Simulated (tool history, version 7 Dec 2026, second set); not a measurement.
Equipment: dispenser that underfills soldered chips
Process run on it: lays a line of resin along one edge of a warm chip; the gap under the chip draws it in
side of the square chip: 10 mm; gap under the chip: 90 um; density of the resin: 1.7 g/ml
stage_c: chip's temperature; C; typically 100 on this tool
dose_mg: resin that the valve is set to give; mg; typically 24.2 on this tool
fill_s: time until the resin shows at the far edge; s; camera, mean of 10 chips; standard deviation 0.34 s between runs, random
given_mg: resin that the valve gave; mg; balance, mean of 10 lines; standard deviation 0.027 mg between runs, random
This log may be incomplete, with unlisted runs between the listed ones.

run   hour  stage_c  dose_mg  fill_s  given_mg
  1    0.0      100     24.2    14.6     24.19
  2    9.4       98     24.2    22.5     24.08
      10.5  -- new syringe of resin
      21.1  -- new syringe of resin
  3   24.7       98     24.2    18.0     23.98
      32.4  -- new syringe of resin
  4   34.8       98     27.8    16.6     27.42
      43.3  -- new syringe of resin
  5   43.6      112     24.2     9.6     23.78
      55.0  -- new syringe of resin
  6   58.7       93     24.2    22.5     23.66
      62.3  -- dispensing valve cleaned and set on the balance
      66.5  -- new syringe of resin
  7   74.3       93     24.2    25.8     24.13
      77.7  -- new syringe of resin
  8   81.8      100     24.2    16.2     24.05
      89.2  -- new syringe of resin
  9   92.1      100     24.2    16.3     23.92
      99.9  -- new syringe of resin
 10  105.0      100     24.2    17.7     23.79
     111.4  -- new syringe of resin
 11  119.4      100     24.2    18.4     23.64
     122.0  -- new syringe of resin
     126.5  -- dispensing valve cleaned and set on the balance
     134.0  -- new syringe of resin
 12  136.8      100     24.2    15.6     24.07
     144.9  -- new syringe of resin
 13  148.3      100     24.2    15.9     23.93
     155.9  -- new syringe of resin
 14  160.8      106     31.1    13.3     30.68
     167.2  -- new syringe of resin
 15  170.0       97     24.5    17.6     24.16
     178.6  -- new syringe of resin
 16  185.6       88     25.5    29.6     24.97
     189.9  -- new syringe of resin
     190.9  -- dispensing valve cleaned and set on the balance
 17  193.9      100     24.0    16.3     24.05
     201.9  -- new syringe of resin
 18  209.5      109     27.0    13.5     26.86
     212.4  -- new syringe of resin
 19  218.5       87     23.5    29.2     23.28
     223.9  -- new syringe of resin
 20  234.0       87     23.5    34.7     23.15
     235.4  -- new syringe of resin
 21  244.8       87     23.5    32.6     23.09
     245.9  -- new syringe of resin
     254.7  -- dispensing valve cleaned and set on the balance
 22  255.4       87     23.5    32.3     23.49
     257.8  -- new syringe of resin
     269.2  -- new syringe of resin
 23  270.0       87     23.5    24.1     23.37
     279.7  -- new syringe of resin
 24  280.5       87     23.5    24.5     23.26
     290.9  -- new syringe of resin
 25  291.5      114     21.9     9.4     21.58
 26  300.1      109     30.4    13.3     29.88

For some of the steps in fill_s from one run to the next: how much would appear even if the tool had no hidden state, given the settings, what came in and random variation, and how much remains for the hidden state plus any gauge scatter that the measured result and the result without hidden state don't share?
What the log doesn't record here: resin's viscosity, % of fresh resin's; dose that the valve gives, % of what is set; true chip temperature over the reading, C; drift of the gauge itself on fill_s, %; drift of the gauge itself on given_mg, %.
Run 1 -> 2: stage_c 100 -> 98. fill_s +7.9 s: hidden state +6.2, all else +1.7.
Run 18 -> 19: stage_c 109 -> 87, dose_mg 27.0 -> 23.5, new syringe of resin. fill_s +15.7 s: hidden state +0.5, all else +15.2.
Run 22 -> 23: new syringe of resin, new syringe of resin. fill_s -8.2 s: hidden state -8.1, all else -0.1.
Run 24 -> 25: stage_c 87 -> 114, dose_mg 23.5 -> 21.9, new syringe of resin. fill_s -15.1 s: hidden state +1.3, all else -16.4.
